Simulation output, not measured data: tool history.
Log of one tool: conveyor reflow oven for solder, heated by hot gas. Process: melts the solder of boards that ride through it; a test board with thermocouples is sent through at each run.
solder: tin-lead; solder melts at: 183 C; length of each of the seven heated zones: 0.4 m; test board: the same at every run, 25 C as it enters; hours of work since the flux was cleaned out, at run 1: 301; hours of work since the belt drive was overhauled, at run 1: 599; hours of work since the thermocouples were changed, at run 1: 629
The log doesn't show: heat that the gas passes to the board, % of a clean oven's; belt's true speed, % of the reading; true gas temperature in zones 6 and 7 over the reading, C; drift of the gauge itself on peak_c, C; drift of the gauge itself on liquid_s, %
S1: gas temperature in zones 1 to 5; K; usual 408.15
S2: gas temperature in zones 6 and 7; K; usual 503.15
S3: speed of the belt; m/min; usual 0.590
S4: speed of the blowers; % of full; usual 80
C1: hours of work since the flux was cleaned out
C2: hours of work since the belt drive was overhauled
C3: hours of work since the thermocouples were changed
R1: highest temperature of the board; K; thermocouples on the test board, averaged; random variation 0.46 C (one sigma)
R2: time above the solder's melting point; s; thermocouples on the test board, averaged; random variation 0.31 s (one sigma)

Run 1, hour 0.0: usual settings; C1 301; C2 599; C3 629. Result: R1 489.25 K, R2 60.2 s.
Run 2, hour 39.0: usual settings but S2 504.15 K; C1 317; C2 615; C3 646. Result: R1 490.85 K, R2 60.6 s.
At hour 57.1: flux residue cleaned out of gas plates and filters.
Run 3, hour 87.2: usual settings but S2 504.15 K; C1 13; C2 634; C3 664. Result: R1 490.15 K, R2 62.6 s.
Run 4, hour 143.0: usual settings but S2 504.15 K; C1 37; C2 658; C3 688. Result: R1 490.35 K, R2 62.2 s.
Run 5, hour 173.2: usual settings but S2 504.15 K; C1 50; C2 671; C3 701. Result: R1 490.85 K, R2 61.7 s.
Run 6, hour 202.6: usual settings but S2 504.15 K; C1 62; C2 683; C3 714. Result: R1 490.65 K, R2 61.4 s.
Run 7, hour 237.6: usual settings but S1 402.15 K, S2 509.15 K, S3 0.692 m/min, S4 50 % of full; C1 77; C2 698; C3 729. Result: R1 477.05 K, R2 35.7 s.
Run 8, hour 276.7: usual settings but S1 397.15 K, S2 509.15 K, S3 0.626 m/min, S4 50 % of full; C1 94; C2 715; C3 745. Result: R1 480.05 K, R2 42.0 s.
Run 9, hour 305.1: usual settings but S1 397.15 K, S2 509.15 K, S3 0.626 m/min, S4 50 % of full; C1 106; C2 727; C3 757. Result: R1 479.75 K, R2 42.4 s.
Run 10, hour 366.3: usual settings but S1 418.15 K, S2 491.15 K, S3 0.694 m/min, S4 50 % of full; C1 132; C2 753; C3 784. Result: R1 467.95 K, R2 26.0 s.
Run 11, hour 415.0: usual settings but S1 418.15 K, S2 491.15 K, S3 0.694 m/min, S4 50 % of full; C1 153; C2 774; C3 804. Result: R1 467.05 K, R2 26.1 s.
Run 12, hour 449.8: usual settings but S3 0.587 m/min, S4 57 % of full; C1 168; C2 789; C3 819. Result: R1 483.05 K, R2 53.2 s.

Forecast each of these 3 alternatives for the next run:
Run A, hour 478.4: usual settings but S1 414.15 K, S3 0.638 m/min, S4 85 % of full; C1 180; C2 801; C3 832. Result: R1 ?, R2 ?.
Run B, hour 478.4: usual settings but S1 403.15 K, S2 499.15 K, S3 0.587 m/min, S4 50 % of full; C1 180; C2 801; C3 832. Result: R1 ?, R2 ?.
Run C, hour 478.4: usual settings but S2 500.15 K, S3 0.527 m/min, S4 57 % of full; C1 180; C2 801; C3 832. Result: R1 ?, R2 ?.

run      R1    R2
  A  488.15  57.5
  B  475.65  41.7
  C  482.85  61.3
Without the tool's hidden state the same runs would have given:
run      R1    R2
  A  491.35  59.4
  B  478.45  45.1
  C  485.85  64.1
